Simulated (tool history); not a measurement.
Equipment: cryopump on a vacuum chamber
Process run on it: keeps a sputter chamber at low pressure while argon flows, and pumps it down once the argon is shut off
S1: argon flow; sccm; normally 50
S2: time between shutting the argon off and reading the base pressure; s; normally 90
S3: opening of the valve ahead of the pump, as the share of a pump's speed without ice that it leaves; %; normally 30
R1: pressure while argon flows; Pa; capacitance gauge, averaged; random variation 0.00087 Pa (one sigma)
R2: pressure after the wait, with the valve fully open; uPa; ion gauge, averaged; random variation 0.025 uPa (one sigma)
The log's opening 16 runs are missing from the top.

run   hour  S1   S2  S3      R1    R2
 17    234  50  169  30  0.1894  0.97
 18  253.4  22   51  48  0.0536  1.91
 19  273.5  32  154  16  0.2218  1.05
 20  291.4  33   99  17  0.2165  1.27
 21  310.2  50  199  30  0.1919   0.9
 22  320.6  50  199  30  0.1892  0.95
 23  331.2  58   42  30  0.2226  2.22
 24  347.1  58   66  18  0.3612  1.72
 25  365.1  57   90  30  0.2186  1.33
 26  384.8  22   90  20  0.1246  1.35
 27    400  22   90  20  0.1253  1.39
 28  417.1  98   90  32   0.359   1.4
 29  437.3  98   90  32  0.3575  1.39
 30  456.6  50   20  30   0.195  4.04
 31    472  50   20  30  0.1951  4.03
 32  492.7  21  184  30  0.0824  1.04
 33    514  21   36  44  0.0585  2.52
 34  532.9  50  147  59  0.1094  1.16

Forecast each of these 3 alternatives for the next run:
  A  551.7  63  165  36   ?   ?
  B  551.7  50  126  59   ?   ?
  C  551.7  81  106  27   ?   ?

run      R1    R2
  A  0.2101  1.13
  B  0.1094  1.21
  C  0.3508  1.33
Without the tool's unlogged condition, the same runs would have read:
run      R1    R2
  A  0.1866  0.63
  B  0.0907  0.72
  C  0.3208  0.83

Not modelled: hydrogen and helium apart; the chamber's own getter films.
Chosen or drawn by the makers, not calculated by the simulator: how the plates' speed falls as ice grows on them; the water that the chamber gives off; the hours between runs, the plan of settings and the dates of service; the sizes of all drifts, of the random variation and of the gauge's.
